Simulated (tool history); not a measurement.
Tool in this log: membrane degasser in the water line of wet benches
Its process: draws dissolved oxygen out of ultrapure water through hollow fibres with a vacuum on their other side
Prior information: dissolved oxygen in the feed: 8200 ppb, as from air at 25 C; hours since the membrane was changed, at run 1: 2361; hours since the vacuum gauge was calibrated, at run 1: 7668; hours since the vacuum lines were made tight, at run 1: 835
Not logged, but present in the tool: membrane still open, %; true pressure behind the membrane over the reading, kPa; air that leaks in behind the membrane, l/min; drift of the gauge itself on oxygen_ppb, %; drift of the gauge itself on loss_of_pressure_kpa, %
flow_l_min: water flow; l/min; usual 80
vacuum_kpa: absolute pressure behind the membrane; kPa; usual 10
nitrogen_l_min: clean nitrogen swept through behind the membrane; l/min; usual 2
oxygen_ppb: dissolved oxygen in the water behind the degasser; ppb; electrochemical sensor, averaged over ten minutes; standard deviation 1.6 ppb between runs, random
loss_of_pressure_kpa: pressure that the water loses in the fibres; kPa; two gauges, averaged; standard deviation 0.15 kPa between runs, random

| run | hour | flow_l_min | vacuum_kpa | nitrogen_l_min | hours since the membrane was changed | hours since the vacuum gauge was calibrated | hours since the vacuum lines were made tight | oxygen_ppb | loss_of_pressure_kpa |
|---|---|---|---|---|---|---|---|---|---|
| 1 | 0 | 80 | 10 | 2 | 2361 | 7668 | 835 | 526.3 | 48.73 |
| 2 | 63.2 | 80 | 10 | 2 | 2424 | 7732 | 898 | 526.4 | 48.71 |
| 3 | 92.4 | 80 | 10 | 2 | 2454 | 7761 | 927 | 526.1 | 48.96 |
| 4 | 139.2 | 80 | 10 | 2 | 2500 | 7808 | 974 | 525.8 | 48.88 |
| 5 | 185.1 | 80 | 10 | 1.82 | 2546 | 7854 | 1020 | 565.1 | 48.75 |
| 6 | 246.4 | 80 | 10 | 1.21 | 2608 | 7915 | 1081 | 751.1 | 48.73 |
| 7 | 310.6 | 72 | 10 | 1.21 | 2672 | 7979 | 1145 | 700.5 | 44.03 |
| 8 | 358.7 | 72 | 13.9 | 1.21 | 2720 | 8027 | 1193 | 1064.2 | 43.84 |
|  | 374 | vacuum gauge calibrated |
| 9 | 386.6 | 80 | 14.6 | 2 | 2747 | 13 | 1221 | 849.3 | 48.84 |
| 10 | 441.8 | 64 | 10 | 2 | 2802 | 68 | 1276 | 438.5 | 39.09 |
| 11 | 501.1 | 107 | 10 | 2 | 2862 | 127 | 1335 | 668.7 | 65.73 |
| 12 | 541.8 | 107 | 10 | 0.85 | 2902 | 168 | 1376 | 1127.5 | 65.14 |
| 13 | 576.4 | 107 | 10 | 0.85 | 2937 | 202 | 1411 | 1129.6 | 65.15 |
| 14 | 637.2 | 80 | 10 | 2 | 2998 | 263 | 1471 | 528.6 | 48.88 |
| 15 | 698.5 | 80 | 10 | 2 | 3059 | 325 | 1533 | 526.7 | 48.99 |
| 16 | 744.5 | 56 | 10 | 2 | 3105 | 371 | 1579 | 394.8 | 34.22 |
| 17 | 797.4 | 75 | 6.4 | 1.11 | 3158 | 423 | 1632 | 375.9 | 46.05 |
| 18 | 841.4 | 120 | 13.5 | 4.18 | 3202 | 467 | 1676 | 630.9 | 73.3 |
| 19 | 896.8 | 93 | 9.3 | 2.8 | 3257 | 523 | 1731 | 422.2 | 56.71 |
| 20 | 924.2 | 66 | 17.7 | 5.12 | 3285 | 550 | 1758 | 421.1 | 40.28 |
| 21 | 963 | 59 | 8.7 | 2 | 3324 | 589 | 1797 | 336.3 | 36.02 |
| 22 | 998.8 | 59 | 7.8 | 2 | 3359 | 625 | 1833 | 283.8 | 35.91 |
| 23 | 1033.2 | 80 | 16.1 | 1.55 | 3394 | 659 | 1867 | 1146.1 | 48.96 |
| 24 | 1069.8 | 76 | 6 | 2 | 3430 | 696 | 1904 | 219.7 | 46.56 |
| 25 | 1110.8 | 55 | 18.1 | 1.48 | 3471 | 737 | 1945 | 1025.1 | 33.58 |
| 26 | 1137.8 | 72 | 10 | 0.88 | 3498 | 764 | 1972 | 868.9 | 44.1 |
| 27 | 1164.8 | 72 | 12.2 | 0.88 | 3525 | 791 | 1999 | 1121.3 | 43.6 |
| 28 | 1209.3 | 72 | 12.2 | 0.88 | 3570 | 835 | 2043 | 1124.9 | 43.64 |
| 29 | 1265.4 | 72 | 12.2 | 0.88 | 3626 | 891 | 2100 | 1123.3 | 43.94 |
| 30 | 1325.3 | 72 | 12.2 | 0.88 | 3686 | 951 | 2159 | 1120.4 | 44.11 |
| 31 | 1374.1 | 62 | 6.9 | 2 | 3735 | 1000 | 2208 | 240.7 | 38.07 |
| 32 | 1430.6 | 62 | 6.9 | 2 | 3791 | 1057 | 2265 | 242.3 | 37.76 |

Below, some changes in oxygen_ppb between adjacent runs. For each, the amount present without the hidden state too (settings, incoming material, random variation) and the amount remaining for the hidden state with gauge scatter not shared by both compared results:
Run 22 -> 23: flow_l_min 59 -> 80, vacuum_kpa 7.8 -> 16.1, nitrogen_l_min 2 -> 1.55. oxygen_ppb +862.3 ppb: hidden state +8.8, all else +853.5.
Run 23 -> 24: flow_l_min 80 -> 76, vacuum_kpa 16.1 -> 6, nitrogen_l_min 1.55 -> 2. oxygen_ppb -926.4 ppb: hidden state -9.3, all else -917.1.
Run 24 -> 25: flow_l_min 76 -> 55, vacuum_kpa 6 -> 18.1, nitrogen_l_min 2 -> 1.48. oxygen_ppb +805.4 ppb: hidden state +8.9, all else +796.5.
Run 30 -> 31: flow_l_min 72 -> 62, vacuum_kpa 12.2 -> 6.9, nitrogen_l_min 0.88 -> 2. oxygen_ppb -879.7 ppb: hidden state -11.2, all else -868.5.
